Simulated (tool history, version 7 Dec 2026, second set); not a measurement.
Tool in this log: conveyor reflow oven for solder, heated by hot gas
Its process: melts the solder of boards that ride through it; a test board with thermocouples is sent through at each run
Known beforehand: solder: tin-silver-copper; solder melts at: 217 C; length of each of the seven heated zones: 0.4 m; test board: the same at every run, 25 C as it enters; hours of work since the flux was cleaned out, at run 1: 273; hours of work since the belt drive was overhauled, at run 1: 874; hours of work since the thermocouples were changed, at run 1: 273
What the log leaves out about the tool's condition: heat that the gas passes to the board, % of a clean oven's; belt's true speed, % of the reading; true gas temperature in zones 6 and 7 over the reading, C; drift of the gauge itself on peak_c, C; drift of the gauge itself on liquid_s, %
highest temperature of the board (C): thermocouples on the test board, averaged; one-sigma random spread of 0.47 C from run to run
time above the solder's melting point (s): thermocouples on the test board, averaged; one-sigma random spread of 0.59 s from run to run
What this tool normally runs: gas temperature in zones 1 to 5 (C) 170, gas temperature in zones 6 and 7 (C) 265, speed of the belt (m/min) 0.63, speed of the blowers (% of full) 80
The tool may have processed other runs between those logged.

| run | hour | gas temperature in zones 1 to 5 (C) | gas temperature in zones 6 and 7 (C) | speed of the belt (m/min) | speed of the blowers (% of full) | hours of work since the flux was cleaned out | hours of work since the belt drive was overhauled | hours of work since the thermocouples were changed | highest temperature of the board (C) | time above the solder's melting point (s) |
|---|---|---|---|---|---|---|---|---|---|---|
| 1 | 0 | 170 | 265 | 0.63 | 80 | 273 | 874 | 273 | 244.4 | 49.9 |
|  | 45.1 | flux residue cleaned out of gas plates and filters |
| 2 | 53.5 | 170 | 272 | 0.63 | 80 | 5 | 904 | 303 | 249.2 | 53.7 |
| 3 | 91.4 | 170 | 264 | 0.63 | 80 | 28 | 927 | 326 | 240.9 | 46.4 |
| 4 | 121.9 | 170 | 264 | 0.63 | 80 | 47 | 946 | 345 | 241.7 | 45.2 |
| 5 | 147.7 | 170 | 264 | 0.63 | 80 | 63 | 962 | 361 | 241.6 | 43.8 |
| 6 | 190.4 | 170 | 264 | 0.63 | 80 | 89 | 988 | 387 | 241.4 | 45.1 |
| 7 | 244.3 | 170 | 280 | 0.63 | 80 | 122 | 1020 | 419 | 252.9 | 55.8 |
| 8 | 280.7 | 170 | 280 | 0.63 | 80 | 144 | 1043 | 442 | 253.8 | 55.4 |
| 9 | 324.4 | 170 | 280 | 0.63 | 80 | 170 | 1069 | 468 | 253.7 | 55.5 |
|  | 376.2 | flux residue cleaned out of gas plates and filters, once more |
| 10 | 388.8 | 170 | 280 | 0.63 | 80 | 8 | 1106 | 505 | 260.3 | 62.4 |
| 11 | 416.5 | 170 | 280 | 0.63 | 80 | 25 | 1122 | 521 | 260.7 | 62.5 |
| 12 | 466.8 | 170 | 280 | 0.63 | 80 | 55 | 1153 | 552 | 259.1 | 60.1 |
|  | 486.1 | thermocouples of zones 6 and 7 changed |
| 13 | 527.4 | 170 | 280 | 0.63 | 80 | 91 | 1189 | 25 | 261.7 | 62.5 |
| 14 | 564.3 | 170 | 265 | 0.589 | 80 | 114 | 1211 | 48 | 250.3 | 59.7 |
| 15 | 606.4 | 170 | 265 | 0.589 | 80 | 139 | 1237 | 73 | 249.6 | 59.5 |
| 16 | 660.2 | 183 | 256 | 0.67 | 67 | 172 | 1270 | 106 | 236.9 | 43.1 |
| 17 | 714.9 | 183 | 256 | 0.67 | 67 | 205 | 1303 | 140 | 237 | 42.1 |
| 18 | 769.1 | 169 | 255 | 0.756 | 67 | 238 | 1336 | 173 | 228.1 | 19.2 |
| 19 | 828.8 | 169 | 255 | 0.756 | 67 | 275 | 1373 | 209 | 226.6 | 19.4 |
|  | 870.2 | flux residue cleaned out of gas plates and filters |
| 20 | 870.2 | 163 | 265 | 0.684 | 71 | 0 | 1395 | 231 | 241 | 40.6 |
| 21 | 915 | 163 | 265 | 0.684 | 71 | 27 | 1422 | 259 | 242.3 | 41.8 |
| 22 | 964.6 | 163 | 265 | 0.684 | 71 | 58 | 1453 | 289 | 241.6 | 38.8 |
| 23 | 991.6 | 164 | 265 | 0.684 | 53 | 74 | 1469 | 305 | 233.7 | 29.7 |
| 24 | 1038.5 | 164 | 265 | 0.684 | 53 | 103 | 1498 | 334 | 233.9 | 28.8 |
| 25 | 1087.7 | 164 | 265 | 0.684 | 53 | 133 | 1528 | 364 | 233.6 | 28.9 |
| 26 | 1143.3 | 172 | 265 | 0.684 | 56 | 167 | 1562 | 398 | 236.3 | 34.9 |
| 27 | 1190 | 168 | 262 | 0.63 | 80 | 195 | 1590 | 426 | 243.4 | 49.6 |
| 28 | 1219.6 | 172 | 265 | 0.631 | 80 | 213 | 1608 | 444 | 246.4 | 53.3 |
| 29 | 1270.2 | 170 | 268 | 0.63 | 87 | 244 | 1639 | 475 | 249.6 | 55.3 |

Alternative continuations, all from the tool just after run 29; predict every row:
| A | 1311.7 | 169 | 268 | 0.63 | 87 | 269 | 1664 | 501 | ? | ? |
| B | 1311.7 | 170 | 279 | 0.588 | 89 | 269 | 1664 | 501 | ? | ? |
| C | 1311.7 | 170 | 268 | 0.676 | 87 | 269 | 1664 | 501 | ? | ? |
| D | 1311.7 | 170 | 280 | 0.63 | 83 | 269 | 1664 | 501 | ? | ? |

| run | highest temperature of the board (C) | time above the solder's melting point (s) |
|---|---|---|
| A | 248.7 | 53.7 |
| B | 262.5 | 67.3 |
| C | 246.7 | 48.4 |
| D | 258.7 | 62.3 |
Without the tool's unlogged condition, the same runs would have read:
| run | highest temperature of the board (C) | time above the solder's melting point (s) |
|---|---|---|
| A | 252.4 | 55.6 |
| B | 266.2 | 67.9 |
| C | 250.6 | 50.7 |
| D | 262.6 | 63.3 |

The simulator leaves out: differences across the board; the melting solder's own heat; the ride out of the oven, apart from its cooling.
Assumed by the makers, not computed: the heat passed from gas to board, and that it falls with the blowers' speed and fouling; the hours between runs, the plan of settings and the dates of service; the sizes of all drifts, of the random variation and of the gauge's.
